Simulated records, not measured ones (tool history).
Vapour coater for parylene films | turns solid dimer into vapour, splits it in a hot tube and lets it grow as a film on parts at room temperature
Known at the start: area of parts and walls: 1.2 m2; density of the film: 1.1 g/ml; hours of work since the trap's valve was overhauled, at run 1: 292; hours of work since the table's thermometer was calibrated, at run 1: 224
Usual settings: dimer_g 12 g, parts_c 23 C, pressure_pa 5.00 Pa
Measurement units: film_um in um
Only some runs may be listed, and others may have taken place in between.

run,day,dimer_g,parts_c,pressure_pa,hours of work since the trap's valve was overhauled,hours of work since the table's thermometer was calibrated,film_um
1,0.000,12,23,5.00,292,224,6.20
# day 0.321: trap's valve overhauled
2,0.988,12,28,5.00,7,233,5.57
3,1.833,12,28,5.00,16,242,5.46
4,2.933,12,28,5.00,28,254,5.47
5,4.096,12,23,5.00,41,266,6.74
6,4.812,12,23,5.00,49,274,6.73
7,5.908,12,23,5.00,61,286,6.66
8,7.021,12,23,7.29,73,298,6.41
9,7.842,12,23,7.29,82,307,6.47
10,8.554,19,20,2.85,89,315,12.69
11,9.321,19,20,2.85,98,323,12.50

Measured minus without-hidden-state, run by run (identical run-to-run variation in each term; gauge scatter may differ):
The hidden state here: vapour lost through the trap's worn valve, %; true temperature of the parts over the reading, C; drift of the gauge itself on film_um, %.
run,film_um
1,-0.59
2,-0.05
3,-0.07
4,-0.08
5,-0.13
6,-0.14
7,-0.16
8,-0.18
9,-0.19
10,-0.42
11,-0.44
